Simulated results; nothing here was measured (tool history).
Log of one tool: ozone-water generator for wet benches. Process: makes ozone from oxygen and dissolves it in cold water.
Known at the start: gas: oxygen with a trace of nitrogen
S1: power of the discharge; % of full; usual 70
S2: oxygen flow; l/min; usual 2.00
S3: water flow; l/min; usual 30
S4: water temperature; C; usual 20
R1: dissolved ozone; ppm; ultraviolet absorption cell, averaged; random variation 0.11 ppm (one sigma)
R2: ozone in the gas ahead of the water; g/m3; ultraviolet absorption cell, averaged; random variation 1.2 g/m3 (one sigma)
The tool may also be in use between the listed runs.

run    hour  S1    S2  S3  S4   R1     R2
  1     0.0  70  2.00  30  20  7.5  185.7
  2    50.6  70  2.00  30  20  7.5  186.0
  3    89.9  76  2.00  30  20  7.7  194.8
  4   132.8  70  2.00  30  20  7.1  184.0
  5   156.6  70  2.00  30  20  7.3  182.9
  6   198.7  70  2.00  30  20  7.3  184.0
  7   226.0  70  2.00  30  20  7.3  182.2
  8   257.1  70  2.00  30  20  7.2  182.8
  9   304.7  70  2.00  30  20  7.2  183.2
 10   337.8  70  2.00  30  20  7.2  182.5
      341.6  -- water thermometer calibrated
 11   388.2  70  2.00  30  20  7.1  179.7
 12   419.0  70  2.00  30  20  7.2  180.1
      432.1  -- water thermometer calibrated, once more
 13   441.6  70  2.00  30  20  7.4  180.5
 14   476.7  70  2.00  30  20  7.2  179.3
 15   517.7  70  2.00  30  20  7.0  180.8
 16   559.4  70  1.89  30  20  7.1  185.7
 17   592.5  70  1.89  30  20  7.0  186.4
 18   638.7  70  2.00  42  20  4.9  179.4
 19   670.2  75  2.38  46  14  4.7  168.8
 20   703.1  88  1.31  39  20  5.3  259.9
 21   733.9  89  1.13  27  20  7.6  282.3
 22   775.0  70  1.53  30  26  6.3  204.6
 23   813.5  70  1.53  24  18  8.4  205.9
 24   836.7  70  1.53  24  18  8.4  205.4
 25   883.3  70  2.00  30  27  6.8  176.3
      892.2  -- contactor cleaned
 26   916.0  70  2.00  43  13  4.9  176.0
 27   966.3  82  2.00  29  20  8.2  193.9
 28  1004.2  72  1.95  45  13  4.6  180.8
 29  1043.9  42  1.95  45  13  3.3  130.7

Forecast each of these 3 alternatives for the next run:
  A  1084.8  48  2.00  26  27   ?   ?
  B  1084.8  42  2.23  24  18   ?   ?
  C  1084.8  70  1.39  30  20   ?   ?

run   R1     R2
  A  6.3  139.2
  B  6.8  120.4
  C  6.1  215.1
Without the tool's hidden state the same runs would have given:
run   R1     R2
  A  7.5  164.8
  B  8.0  139.8
  C  7.8  269.3
